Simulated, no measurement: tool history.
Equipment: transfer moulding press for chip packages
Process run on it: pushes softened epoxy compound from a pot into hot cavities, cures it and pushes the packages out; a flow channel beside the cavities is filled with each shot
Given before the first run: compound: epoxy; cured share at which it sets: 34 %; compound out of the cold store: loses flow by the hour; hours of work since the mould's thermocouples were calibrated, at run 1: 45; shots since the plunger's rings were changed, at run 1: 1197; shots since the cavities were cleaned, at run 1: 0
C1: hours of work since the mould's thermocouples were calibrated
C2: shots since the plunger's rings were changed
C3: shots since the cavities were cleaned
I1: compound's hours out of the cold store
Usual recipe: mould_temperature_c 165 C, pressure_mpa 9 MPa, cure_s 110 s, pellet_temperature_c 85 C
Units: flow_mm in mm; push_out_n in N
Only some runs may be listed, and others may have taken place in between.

Run 1, hour 0: usual settings; C1 45; C2 1197; C3 0; I1 33.1. Result: flow_mm 847 mm, push_out_n 548 N.
Run 2, hour 27.8: usual settings but pressure_mpa 6.88 MPa; C1 58; C2 1431; C3 234; I1 17.5. Result: flow_mm 780 mm, push_out_n 647 N.
Run 3, hour 87.2: usual settings; C1 86; C2 1932; C3 735; I1 10.5. Result: flow_mm 901 mm, push_out_n 813 N.
At hour 92.5: cavities cleaned with cleaning compound and waxed.
Run 4, hour 140.2: usual settings; C1 110; C2 2366; C3 402; I1 32.3. Result: flow_mm 831 mm, push_out_n 727 N.
At hour 185.3: cavities cleaned with cleaning compound and waxed.
Run 5, hour 199.2: usual settings but pellet_temperature_c 90 C; C1 137; C2 2851; C3 117; I1 31.2. Result: flow_mm 826 mm, push_out_n 592 N.
At hour 232.3: plunger's sealing rings changed.
Run 6, hour 232.3: usual settings but pellet_temperature_c 90 C; C1 151; C2 0; C3 375; I1 17.8. Result: flow_mm 918 mm, push_out_n 712 N.
At hour 279.6: cavities cleaned with cleaning compound and waxed.
Run 7, hour 284.5: usual settings but pellet_temperature_c 90 C; C1 174; C2 428; C3 41; I1 28.5. Result: flow_mm 876 mm, push_out_n 552 N.
Run 8, hour 335.3: usual settings but pellet_temperature_c 90 C; C1 198; C2 856; C3 469; I1 16. Result: flow_mm 906 mm, push_out_n 744 N.
Run 9, hour 365.9: usual settings but pressure_mpa 8.7 MPa; C1 212; C2 1114; C3 727; I1 30.5. Result: flow_mm 850 mm, push_out_n 784 N.
At hour 372: cavities cleaned with cleaning compound and waxed.
Run 10, hour 427.1: usual settings but pressure_mpa 8.7 MPa; C1 240; C2 1618; C3 465; I1 16.5. Result: flow_mm 878 mm, push_out_n 743 N.
At hour 464.7: cavities cleaned with cleaning compound and waxed.
Run 11, hour 466: usual settings but pressure_mpa 8.7 MPa; C1 258; C2 1934; C3 12; I1 25.3. Result: flow_mm 850 mm, push_out_n 541 N.
Run 12, hour 504: usual settings but pressure_mpa 8.7 MPa; C1 275; C2 2254; C3 332; I1 21.7. Result: flow_mm 854 mm, push_out_n 715 N.
Run 13, hour 540.3: usual settings; C1 292; C2 2560; C3 638; I1 36.7. Result: flow_mm 814 mm, push_out_n 734 N.
At hour 558.1: cavities cleaned with cleaning compound and waxed.
Run 14, hour 595.5: usual settings; C1 317; C2 3013; C3 315; I1 21.6. Result: flow_mm 853 mm, push_out_n 685 N.
At hour 610: plunger's sealing rings changed.
Run 15, hour 628.6: usual settings; C1 331; C2 157; C3 573; I1 11.8. Result: flow_mm 934 mm, push_out_n 758 N.
At hour 634.5: mould's thermocouples calibrated.
At hour 656.9: cavities cleaned with cleaning compound and waxed.
Run 16, hour 670: usual settings but cure_s 112 s, pellet_temperature_c 93 C; C1 16; C2 476; C3 110; I1 29.9. Result: flow_mm 869 mm, push_out_n 547 N.
Run 17, hour 716.7: usual settings but pressure_mpa 8.71 MPa; C1 38; C2 871; C3 505; I1 36.1. Result: flow_mm 828 mm, push_out_n 770 N.
At hour 748.2: cavities cleaned with cleaning compound and waxed.
Run 18, hour 756.2: usual settings but pressure_mpa 9.85 MPa; C1 55; C2 1191; C3 67; I1 13.4. Result: flow_mm 950 mm, push_out_n 563 N.
Run 19, hour 793.3: usual settings but pressure_mpa 9.85 MPa; C1 73; C2 1504; C3 380; I1 43.1. Result: flow_mm 851 mm, push_out_n 684 N.
At hour 840.7: cavities cleaned with cleaning compound and waxed.
Run 20, hour 840.7: usual settings but mould_temperature_c 171 C, pressure_mpa 9.85 MPa, cure_s 109 s; C1 94; C2 1891; C3 0; I1 40.4. Result: flow_mm 818 mm, push_out_n 451 N.
Run 21, hour 890.2: usual settings but mould_temperature_c 171 C, pressure_mpa 9.85 MPa, cure_s 109 s; C1 117; C2 2308; C3 417; I1 47.2. Result: flow_mm 791 mm, push_out_n 632 N.
At hour 932.6: cavities cleaned with cleaning compound and waxed.
Run 22, hour 943.5: usual settings but mould_temperature_c 158 C, pressure_mpa 7.27 MPa, cure_s 130 s; C1 141; C2 2745; C3 92; I1 12.8. Result: flow_mm 835 mm, push_out_n 677 N.
At hour 960.6: mould's thermocouples calibrated, once more.
At hour 991.4: plunger's sealing rings changed.
Run 23, hour 996: usual settings but mould_temperature_c 167 C, pressure_mpa 8.54 MPa, cure_s 132 s, pellet_temperature_c 89 C; C1 15; C2 39; C3 497; I1 45.2. Result: flow_mm 806 mm, push_out_n 649 N.
At hour 1030.7: cavities cleaned with cleaning compound and waxed.
Run 24, hour 1057.3: usual settings but mould_temperature_c 164 C, pressure_mpa 8.92 MPa, cure_s 125 s, pellet_temperature_c 95 C; C1 43; C2 544; C3 225; I1 22.8. Result: flow_mm 895 mm, push_out_n 620 N.
Run 25, hour 1105.9: usual settings but pressure_mpa 9.68 MPa, pellet_temperature_c 93 C; C1 66; C2 953; C3 634; I1 21. Result: flow_mm 934 mm, push_out_n 803 N.
At hour 1123: cavities cleaned with cleaning compound and waxed.
Run 26, hour 1138.5: usual settings but cure_s 120 s, pellet_temperature_c 83 C; C1 80; C2 1216; C3 131; I1 35.1. Result: flow_mm 846 mm, push_out_n 563 N.
Run 27, hour 1189: usual settings but cure_s 120 s, pellet_temperature_c 83 C; C1 104; C2 1642; C3 557; I1 18.8. Result: flow_mm 891 mm, push_out_n 710 N.

What differs in the tool's unlogged condition from the final listed run ahead of each entry between runs to the first listed run following it?
Between runs 3 and 4: cavities cleaned with cleaning compound and waxed (hour 92.5)
  true mould temperature over the reading, C: 0.43 -> 0.47; pressure that reaches the compound, % of what is set: 91.35 -> 89.88; grip of the stained cavities, % over clean ones': 54.5 -> 40.1
  measured minus no-state result, flow_mm: -45 -> -49 mm; push_out_n: +275 -> +198 N
Between runs 4 and 5: cavities cleaned with cleaning compound and waxed (hour 185.3)
  true mould temperature over the reading, C: 0.47 -> 0.51; pressure that reaches the compound, % of what is set: 89.88 -> 88.28; grip of the stained cavities, % over clean ones': 40.1 -> 13.2
  measured minus no-state result, flow_mm: -49 -> -57 mm; push_out_n: +198 -> +58 N
Between runs 5 and 6: plunger's sealing rings changed (hour 232.3)
  true mould temperature over the reading, C: 0.51 -> 0.53; pressure that reaches the compound, % of what is set: 88.28 -> 99.42; grip of the stained cavities, % over clean ones': 13.2 -> 36
  measured minus no-state result, flow_mm: -57 -> -7 mm; push_out_n: +58 -> +177 N
Between runs 6 and 7: cavities cleaned with cleaning compound and waxed (hour 279.6)
  true mould temperature over the reading, C: 0.53 -> 0.56; pressure that reaches the compound, % of what is set: 99.42 -> 97.84; grip of the stained cavities, % over clean ones': 36 -> 5.6
  measured minus no-state result, flow_mm: -7 -> -13 mm; push_out_n: +177 -> +17 N
Between runs 9 and 10: cavities cleaned with cleaning compound and waxed (hour 372)
  true mould temperature over the reading, C: 0.61 -> 0.65; pressure that reaches the compound, % of what is set: 95.59 -> 93.67; grip of the stained cavities, % over clean ones': 54.9 -> 42.1
  measured minus no-state result, flow_mm: -23 -> -33 mm; push_out_n: +266 -> +204 N
Between runs 10 and 11: cavities cleaned with cleaning compound and waxed (hour 464.7)
  true mould temperature over the reading, C: 0.65 -> 0.68; pressure that reaches the compound, % of what is set: 93.67 -> 92.49; grip of the stained cavities, % over clean ones': 42.1 -> 3.9
  measured minus no-state result, flow_mm: -33 -> -38 mm; push_out_n: +204 -> +5 N
Between runs 13 and 14: cavities cleaned with cleaning compound and waxed (hour 558.1)
  true mould temperature over the reading, C: 0.73 -> 0.77; pressure that reaches the compound, % of what is set: 90.28 -> 88.52; grip of the stained cavities, % over clean ones': 50.9 -> 31.7
  measured minus no-state result, flow_mm: -48 -> -59 mm; push_out_n: +231 -> +148 N
Between runs 14 and 15: plunger's sealing rings changed (hour 610)
  true mould temperature over the reading, C: 0.77 -> 0.79; pressure that reaches the compound, % of what is set: 88.52 -> 99.15; grip of the stained cavities, % over clean ones': 31.7 -> 48.7
  measured minus no-state result, flow_mm: -59 -> -10 mm; push_out_n: +148 -> +229 N
Between runs 15 and 16: mould's thermocouples calibrated (hour 634.5); cavities cleaned with cleaning compound and waxed (hour 656.9)
  true mould temperature over the reading, C: 0.79 -> 1.17; pressure that reaches the compound, % of what is set: 99.15 -> 97.89; grip of the stained cavities, % over clean ones': 48.7 -> 13.8
  measured minus no-state result, flow_mm: -10 -> -17 mm; push_out_n: +229 -> +46 N
Between runs 17 and 18: cavities cleaned with cleaning compound and waxed (hour 748.2)
  true mould temperature over the reading, C: 1.2 -> 1.23; pressure that reaches the compound, % of what is set: 96.4 -> 95.33; grip of the stained cavities, % over clean ones': 44.9 -> 11.2
  measured minus no-state result, flow_mm: -23 -> -31 mm; push_out_n: +213 -> +29 N
Between runs 19 and 20: cavities cleaned with cleaning compound and waxed (hour 840.7)
  true mould temperature over the reading, C: 1.25 -> 1.29; pressure that reaches the compound, % of what is set: 94.24 -> 92.77; grip of the stained cavities, % over clean ones': 37.9 -> 0.1
  measured minus no-state result, flow_mm: -34 -> -38 mm; push_out_n: +163 -> -5 N
Between runs 21 and 22: cavities cleaned with cleaning compound and waxed (hour 932.6)
  true mould temperature over the reading, C: 1.32 -> 1.35; pressure that reaches the compound, % of what is set: 91.17 -> 89.46; grip of the stained cavities, % over clean ones': 37.6 -> 9.8
  measured minus no-state result, flow_mm: -44 -> -58 mm; push_out_n: +169 -> -3 N
Between runs 22 and 23: mould's thermocouples calibrated, once more (hour 960.6); plunger's sealing rings changed (hour 991.4)
  true mould temperature over the reading, C: 1.35 -> -0.11; pressure that reaches the compound, % of what is set: 89.46 -> 99.48; grip of the stained cavities, % over clean ones': 9.8 -> 42.8
  measured minus no-state result, flow_mm: -58 -> -2 mm; push_out_n: -3 -> +195 N
Between runs 23 and 24: cavities cleaned with cleaning compound and waxed (hour 1030.7)
  true mould temperature over the reading, C: -0.11 -> -0.07; pressure that reaches the compound, % of what is set: 99.48 -> 97.69; grip of the stained cavities, % over clean ones': 42.8 -> 23.1
  measured minus no-state result, flow_mm: -2 -> -10 mm; push_out_n: +195 -> +117 N
Between runs 25 and 26: cavities cleaned with cleaning compound and waxed (hour 1123)
  true mould temperature over the reading, C: -0.04 -> -0.02; pressure that reaches the compound, % of what is set: 96.23 -> 95.24; grip of the stained cavities, % over clean ones': 49.8 -> 15.1
  measured minus no-state result, flow_mm: -18 -> -21 mm; push_out_n: +269 -> +73 N
